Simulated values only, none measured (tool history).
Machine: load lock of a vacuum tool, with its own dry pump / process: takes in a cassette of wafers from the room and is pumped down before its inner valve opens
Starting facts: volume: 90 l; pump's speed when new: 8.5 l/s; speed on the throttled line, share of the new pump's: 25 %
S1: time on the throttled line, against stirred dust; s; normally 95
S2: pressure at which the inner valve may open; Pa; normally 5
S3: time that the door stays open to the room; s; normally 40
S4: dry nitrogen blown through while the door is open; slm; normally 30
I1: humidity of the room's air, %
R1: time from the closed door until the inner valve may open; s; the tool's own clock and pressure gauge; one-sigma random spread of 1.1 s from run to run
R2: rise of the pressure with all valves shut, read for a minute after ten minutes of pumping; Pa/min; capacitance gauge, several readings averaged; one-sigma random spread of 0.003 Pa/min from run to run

run    hour   S1  S2   S3  S4    I1     R1     R2
  1     0.0   95   5   40  30  43.5  189.2  0.038
  2   113.8   95   5   40  30  45.9  188.2  0.038
  3   203.2   95   5   56  30  42.3  187.1  0.038
  4   312.7  115   5   56  30  45.6  207.3  0.043
  5   464.2  115   5   56  30  45.5  201.5  0.043
  6   537.5  124   5   40  30  45.6  211.4  0.044
  7   661.1  124   5   40  30  46.9  212.0  0.042
  8   731.0  164   5   40  30  45.4  239.2  0.045
  9   868.4   95   5   33  30  45.1  188.9  0.042
 10  1013.2   96  10  150   5  41.7  180.0  0.065
 11  1144.7   96  10  150   5  43.7  181.4  0.074
 12  1245.4   95   5   33  19  40.1  192.1  0.055
 13  1397.4   95   7   37  19  42.7  186.7  0.048
 14  1503.8   95   7   37   6  43.2  187.5  0.063
 15  1584.8   92   5   26  30  43.3  188.3  0.048
 16  1653.1  105   5   40  20  48.3  197.4  0.054

Branching from run 16: 3 alternative next runs. What would each branch give?
  A  1775.3  106   4  40   4  46.4   ?   ?
  B  1775.3   95   5  40   7  46.3   ?   ?
  C  1775.3  105   5  40   7  42.4   ?   ?

run     R1     R2
  A  201.5  0.065
  B  192.3  0.066
  C  198.6  0.064
Take away the tool's hidden state, keep each run's random variation, and the runs would have read:
run     R1     R2
  A  189.1  0.021
  B  179.8  0.022
  C  186.5  0.020
